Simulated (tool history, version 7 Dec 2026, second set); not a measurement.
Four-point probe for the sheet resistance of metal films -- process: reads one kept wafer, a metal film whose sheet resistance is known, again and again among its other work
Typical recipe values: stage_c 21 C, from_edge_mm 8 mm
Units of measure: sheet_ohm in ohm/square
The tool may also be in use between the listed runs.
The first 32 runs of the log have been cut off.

run	day	stage_c	from_edge_mm	touches since the probe head was changed	hours of work since the stage's thermometer was calibrated	sheet_ohm
33	27.412	24	8	36326	74	1.169884
34	28.058	24	27	36847	82	1.167092
35	28.958	24	27	37579	94	1.166723
36	29.554	20	8	38060	102	1.168422
37	30.258	29	4	38630	111	1.177902
38	31.212	24	5	39404	124	1.172650
39	32.054	24	5	40086	135	1.172783
40	32.625	33	4	40547	142	1.178570
41	33.338	21	9	41126	151	1.167773
42	34.246	34	59	41862	163	1.168972
43	35.204	28	8	42639	176	1.170265
44	36.025	20	5	43301	187	1.171485
45	36.533	20	5	43715	193	1.171269

4 ways to go on from here, each from the tool as it stands after run 45. What would each give?
A	37.183	35	8	44241	202	?
B	37.183	21	51	44241	202	?
C	37.183	18	8	44241	202	?
D	37.183	23	63	44241	202	?

run	sheet_ohm
A	1.171147
B	1.165811
C	1.167451
D	1.166329
Without the tool's hidden state the same runs would have given:
run	sheet_ohm
A	1.171579
B	1.166243
C	1.167885
D	1.166761
